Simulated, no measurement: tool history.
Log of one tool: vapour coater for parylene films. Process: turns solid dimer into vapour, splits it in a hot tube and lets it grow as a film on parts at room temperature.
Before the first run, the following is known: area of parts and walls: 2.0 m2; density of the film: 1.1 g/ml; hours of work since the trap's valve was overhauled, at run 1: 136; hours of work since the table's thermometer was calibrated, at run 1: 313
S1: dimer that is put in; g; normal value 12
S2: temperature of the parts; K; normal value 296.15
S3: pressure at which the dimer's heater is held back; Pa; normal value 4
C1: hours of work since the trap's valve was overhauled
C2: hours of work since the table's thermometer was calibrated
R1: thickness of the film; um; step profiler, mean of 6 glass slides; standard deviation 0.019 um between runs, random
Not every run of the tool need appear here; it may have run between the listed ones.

run	hour	S1	S2	S3	C1	C2	R1
1	0	12	296.15	4	136	313	4.32
2	17.2	12	296.15	4	148	325	4.32
3	24.9	12	296.15	4	153	330	4.31
4	41.8	12	296.15	4	165	342	4.29
5	51.3	14	296.15	4	171	348	4.99
6	59.5	14	296.15	4	177	354	4.97
7	75	12	296.15	4	187	364	4.25
8	92.8	12	297.15	4	200	376	4.14
9	100.4	12	297.15	4	205	382	4.13
10	112.2	12	297.15	2.43	213	390	4.69
11	129.3	12	296.15	4	225	401	4.27
12	147.3	12	296.15	4	237	414	4.2
13	155.5	12	296.15	4	243	419	4.24
14	172.6	12	296.15	4	254	431	4.22
15	186.6	12	296.15	4	264	441	4.23
16	204.9	12	296.15	4	276	453	4.21
17	215.9	12	303.15	4	284	461	3.5
18	232.3	12	303.15	4	295	472	3.5
19	248.9	17	289.15	4.43	307	483	6.82
20	258.2	8	304.15	4.43	313	490	2.2

Forecast run 21:
21	265.9	12	296.15	10.9	318	495	?

Run 21 produced R1 3.28 um.
Without the tool's hidden state the same run would have given R1 3.49 um.
